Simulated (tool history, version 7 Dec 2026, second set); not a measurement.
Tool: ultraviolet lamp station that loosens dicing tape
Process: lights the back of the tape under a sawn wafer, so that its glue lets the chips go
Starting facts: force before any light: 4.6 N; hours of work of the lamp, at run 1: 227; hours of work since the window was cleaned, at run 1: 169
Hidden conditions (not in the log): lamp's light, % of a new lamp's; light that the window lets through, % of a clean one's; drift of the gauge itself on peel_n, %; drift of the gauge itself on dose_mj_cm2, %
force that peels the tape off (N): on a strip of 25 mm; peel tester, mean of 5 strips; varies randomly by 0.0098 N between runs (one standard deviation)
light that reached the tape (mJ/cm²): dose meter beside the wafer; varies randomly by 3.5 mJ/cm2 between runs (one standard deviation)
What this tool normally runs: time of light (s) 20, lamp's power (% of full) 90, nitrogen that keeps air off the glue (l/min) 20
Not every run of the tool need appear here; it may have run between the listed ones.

run	hour	time of light (s)	lamp's power (% of full)	nitrogen that keeps air off the glue (l/min)	hours of work of the lamp	hours of work since the window was cleaned	force that peels the tape off (N)	light that reached the tape (mJ/cm²)
1	0	20	90	20	227	169	0.511	522
2	39.4	20	90	20	248	190	0.504	512
3	133.2	20	90	20	299	241	0.54	506
4	188.8	20	90	20	329	271	0.558	497
5	279.7	20	90	20	378	321	0.566	487
6	331.2	20	90	20	406	349	0.564	476
7	391.2	20	90	20	439	381	0.605	478
8	484	23	67	7	489	431	1.399	397
9	573.8	32	91	31	538	480	0.199	732
# hour 581.2: window cleaned of glue's vapour
10	646.3	36	85	13	577	35	0.391	733
11	730.5	36	85	13	623	81	0.387	720
12	794.6	36	85	13	658	116	0.389	704
13	866.9	16	85	6	697	155	1.922	312

Hidden state or all else? Some run-to-run changes of force that peels the tape off (N), split into what the settings, what came in and random variation would give without the hidden state, and what is left for the hidden state (with any gauge scatter that isn't in both results):
Run 12 -> 13: time of light (s) 36 -> 16, nitrogen that keeps air off the glue (l/min) 13 -> 6. force that peels the tape off (N) +1.533: hidden state +0.377, all else +1.156.
